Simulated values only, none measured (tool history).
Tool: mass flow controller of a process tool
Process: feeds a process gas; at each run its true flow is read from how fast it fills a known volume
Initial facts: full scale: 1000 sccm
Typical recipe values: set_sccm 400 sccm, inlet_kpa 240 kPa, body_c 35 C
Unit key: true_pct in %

run 1 hour=0 | set_sccm=400 inlet_kpa=240 body_c=35 | true_pct=99.05
run 2 hour=151.4 | set_sccm=400 inlet_kpa=240 body_c=35 | true_pct=99.04
run 3 hour=516.5 | set_sccm=271 inlet_kpa=240 body_c=35 | true_pct=98.72
run 4 hour=712 | set_sccm=271 inlet_kpa=240 body_c=35 | true_pct=98.93
run 5 hour=973.8 | set_sccm=271 inlet_kpa=240 body_c=35 | true_pct=98.85
run 6 hour=1256.1 | set_sccm=271 inlet_kpa=240 body_c=35 | true_pct=98.88
run 7 hour=1426 | set_sccm=271 inlet_kpa=240 body_c=35 | true_pct=99.04
run 8 hour=1694.7 | set_sccm=271 inlet_kpa=240 body_c=35 | true_pct=99.07
run 9 hour=1908.1 | set_sccm=271 inlet_kpa=240 body_c=23 | true_pct=98.75
run 10 hour=2182.1 | set_sccm=271 inlet_kpa=240 body_c=23 | true_pct=98.79
run 11 hour=2508.7 | set_sccm=216 inlet_kpa=163 body_c=32 | true_pct=98.79
run 12 hour=2712.9 | set_sccm=216 inlet_kpa=163 body_c=32 | true_pct=98.69
run 13 hour=2881 | set_sccm=693 inlet_kpa=185 body_c=36 | true_pct=100.13
run 14 hour=3091.1 | set_sccm=400 inlet_kpa=148 body_c=34 | true_pct=99.24
run 15 hour=3302.9 | set_sccm=400 inlet_kpa=148 body_c=34 | true_pct=99.24
-- hour=3425.8 gauge calibrated
run 16 hour=3635.6 | set_sccm=400 inlet_kpa=148 body_c=37 | true_pct=98.9
run 17 hour=3876.7 | set_sccm=119 inlet_kpa=194 body_c=35 | true_pct=98.24
run 18 hour=4087.3 | set_sccm=119 inlet_kpa=194 body_c=35 | true_pct=98.43
run 19 hour=4272.1 | set_sccm=252 inlet_kpa=240 body_c=27 | true_pct=98.57

Forecast each of these 4 alternatives for the next run:
-- hour=4356.2 controller's zero set anew
run A hour=4501.4 | set_sccm=400 inlet_kpa=240 body_c=32 | true_pct=?
-- hour=4356.2 controller's zero set anew
run B hour=4501.4 | set_sccm=400 inlet_kpa=259 body_c=29 | true_pct=?
-- hour=4356.2 controller's zero set anew
run C hour=4501.4 | set_sccm=252 inlet_kpa=240 body_c=24 | true_pct=?
-- hour=4356.2 controller's zero set anew
run D hour=4501.4 | set_sccm=222 inlet_kpa=222 body_c=29 | true_pct=?

run=A true_pct=99.13
run=B true_pct=99.07
run=C true_pct=98.65
run=D true_pct=98.57
What these runs would have given with no unlogged condition in the tool:
run=A true_pct=98.94
run=B true_pct=98.88
run=C true_pct=98.46
run=D true_pct=98.38

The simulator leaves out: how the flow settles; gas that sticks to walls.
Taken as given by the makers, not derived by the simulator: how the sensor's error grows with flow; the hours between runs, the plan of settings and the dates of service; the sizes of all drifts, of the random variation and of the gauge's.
